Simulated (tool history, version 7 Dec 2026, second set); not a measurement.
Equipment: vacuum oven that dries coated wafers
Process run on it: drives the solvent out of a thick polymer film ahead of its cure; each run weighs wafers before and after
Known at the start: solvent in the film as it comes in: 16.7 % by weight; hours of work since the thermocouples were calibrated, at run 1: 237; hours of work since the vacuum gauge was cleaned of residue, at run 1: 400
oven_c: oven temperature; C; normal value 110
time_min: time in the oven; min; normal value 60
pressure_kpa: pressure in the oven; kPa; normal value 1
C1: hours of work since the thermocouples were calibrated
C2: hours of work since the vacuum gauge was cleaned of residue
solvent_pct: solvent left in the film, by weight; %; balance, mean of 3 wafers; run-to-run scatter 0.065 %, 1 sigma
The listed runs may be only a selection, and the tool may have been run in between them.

Run 1, day 0: usual settings; C1 237; C2 400. Result: solvent_pct 4.32 %.
Run 2, day 0.571: usual settings; C1 245; C2 408. Result: solvent_pct 4.38 %.
Run 3, day 0.971: usual settings; C1 251; C2 414. Result: solvent_pct 4.2 %.
Run 4, day 1.704: usual settings; C1 261; C2 424. Result: solvent_pct 4.33 %.
Run 5, day 2.229: usual settings; C1 269; C2 432. Result: solvent_pct 4.33 %.
Run 6, day 2.912: usual settings but time_min 31 min; C1 279; C2 442. Result: solvent_pct 7.56 %.
Run 7, day 3.5: usual settings but time_min 56 min; C1 287; C2 450. Result: solvent_pct 4.64 %.
Run 8, day 4.196: usual settings; C1 297; C2 460. Result: solvent_pct 4.31 %.
Run 9, day 4.762: usual settings; C1 305; C2 469. Result: solvent_pct 4.35 %.
Run 10, day 5.412: usual settings; C1 315; C2 478. Result: solvent_pct 4.34 %.
Run 11, day 6.079: usual settings but time_min 97 min; C1 324; C2 488. Result: solvent_pct 2.29 %.
Run 12, day 6.462: usual settings but pressure_kpa 1.32 kPa; C1 330; C2 493. Result: solvent_pct 4.51 %.
Run 13, day 6.95: usual settings but pressure_kpa 3.53 kPa; C1 337; C2 500. Result: solvent_pct 5.18 %.
Run 14, day 7.529: usual settings but pressure_kpa 3.53 kPa; C1 345; C2 509. Result: solvent_pct 5.14 %.
Run 15, day 8.221: usual settings but pressure_kpa 3.53 kPa; C1 355; C2 519. Result: solvent_pct 5.12 %.
Run 16, day 8.825: usual settings but pressure_kpa 1.07 kPa; C1 364; C2 527. Result: solvent_pct 4.4 %.
Run 17, day 9.125: usual settings but time_min 46 min; C1 368; C2 532. Result: solvent_pct 5.58 %.
Run 18, day 9.546: usual settings but time_min 46 min; C1 374; C2 538. Result: solvent_pct 5.78 %.
Run 19, day 9.933: usual settings but time_min 46 min; C1 380; C2 543. Result: solvent_pct 5.59 %.
Run 20, day 10.267: usual settings but time_min 46 min; C1 385; C2 548. Result: solvent_pct 5.65 %.
Run 21, day 10.871: usual settings but oven_c 116 C, time_min 46 min; C1 394; C2 557. Result: solvent_pct 3.92 %.
Run 22, day 11.242: usual settings but pressure_kpa 0.87 kPa; C1 399; C2 562. Result: solvent_pct 4.31 %.
Run 23, day 11.583: usual settings but pressure_kpa 0.87 kPa; C1 404; C2 567. Result: solvent_pct 4.28 %.
Run 24, day 12.162: usual settings but time_min 57 min, pressure_kpa 1.06 kPa; C1 412; C2 576. Result: solvent_pct 4.6 %.
Run 25, day 12.738: usual settings but time_min 57 min, pressure_kpa 1.8 kPa; C1 421; C2 584. Result: solvent_pct 4.91 %.
Run 26, day 13.15: usual settings but time_min 56 min, pressure_kpa 0.79 kPa; C1 427; C2 590. Result: solvent_pct 4.59 %.
Run 27, day 13.521: usual settings but oven_c 119 C, time_min 57 min, pressure_kpa 3.12 kPa; C1 432; C2 595. Result: solvent_pct 2.93 %.
Run 28, day 13.85: usual settings but oven_c 121 C, time_min 57 min, pressure_kpa 2.64 kPa; C1 437; C2 600. Result: solvent_pct 2.4 %.
Run 29, day 14.246: usual settings but oven_c 124 C, time_min 44 min, pressure_kpa 1.24 kPa; C1 442; C2 606. Result: solvent_pct 2.14 %.
Run 30, day 14.892: usual settings but oven_c 124 C, time_min 44 min, pressure_kpa 1.24 kPa; C1 452; C2 615. Result: solvent_pct 2.25 %.
Run 31, day 15.204: usual settings but time_min 74 min; C1 456; C2 619. Result: solvent_pct 3.46 %.
Run 32, day 15.683: usual settings but time_min 74 min; C1 463; C2 626. Result: solvent_pct 3.48 %.
Run 33, day 16.025: usual settings but oven_c 125 C, time_min 74 min, pressure_kpa 2.96 kPa; C1 468; C2 631. Result: solvent_pct 1.3 %.
Run 34, day 16.75: usual settings but oven_c 107 C, time_min 92 min; C1 479; C2 642. Result: solvent_pct 3.32 %.
Run 35, day 17.488: usual settings but oven_c 107 C, time_min 92 min; C1 489; C2 652. Result: solvent_pct 3.33 %.
Run 36, day 18.179: usual settings but oven_c 107 C, time_min 92 min, pressure_kpa 2.67 kPa; C1 499; C2 662. Result: solvent_pct 4.05 %.
Run 37, day 18.817: usual settings but oven_c 107 C, time_min 92 min, pressure_kpa 2.67 kPa; C1 508; C2 672. Result: solvent_pct 3.99 %.
Run 38, day 19.296: usual settings but oven_c 107 C, time_min 92 min, pressure_kpa 2.67 kPa; C1 515; C2 679. Result: solvent_pct 4.05 %.
Run 39, day 20.038: usual settings but oven_c 113 C, pressure_kpa 1.65 kPa; C1 526; C2 689. Result: solvent_pct 3.8 %.
Run 40, day 20.4: usual settings but time_min 75 min, pressure_kpa 1.23 kPa; C1 531; C2 695. Result: solvent_pct 3.47 %.
Run 41, day 21.071: usual settings but oven_c 103 C, time_min 61 min; C1 541; C2 704. Result: solvent_pct 6.57 %.
Run 42, day 21.604: usual settings but oven_c 109 C, time_min 92 min, pressure_kpa 0.52 kPa; C1 549; C2 712. Result: solvent_pct 2.59 %.
Run 43, day 22.238: usual settings but oven_c 109 C, time_min 92 min, pressure_kpa 0.52 kPa; C1 558; C2 721. Result: solvent_pct 2.66 %.
Run 44, day 22.55: usual settings but oven_c 116 C, time_min 92 min, pressure_kpa 1.58 kPa; C1 562; C2 726. Result: solvent_pct 1.61 %.
Run 45, day 23.2: usual settings but pressure_kpa 1.72 kPa; C1 572; C2 735. Result: solvent_pct 4.77 %.
Run 46, day 23.562: usual settings but pressure_kpa 1.72 kPa; C1 577; C2 740. Result: solvent_pct 4.76 %.

Measured result minus the same run's result without the hidden state. Both carry the same run-to-run variation, though not necessarily the same gauge scatter:
What the log doesn't record here: true wafer temperature over the reading, C; true pressure over the reading, kPa; drift of the gauge itself on solvent_pct, %.
run  solvent_pct
  1        +0.18
  2        +0.19
  3        +0.19
  4        +0.19
  5         +0.2
  6         +0.2
  7        +0.21
  8        +0.22
  9        +0.22
 10        +0.23
 11        +0.19
 12        +0.24
 13        +0.25
 14        +0.26
 15        +0.26
 16        +0.26
 17        +0.27
 18        +0.28
 19        +0.27
 20        +0.28
 21        +0.27
 22        +0.28
 23        +0.28
 24         +0.3
 25        +0.31
 26         +0.3
 27        +0.24
 28        +0.21
 29        +0.22
 30        +0.23
 31        +0.31
 32        +0.32
 33        +0.12
 34        +0.32
 35        +0.33
 36        +0.35
 37        +0.36
 38        +0.35
 39        +0.34
 40        +0.35
 41         +0.4
 42        +0.33
 43        +0.34
 44        +0.23
 45        +0.41
 46         +0.4
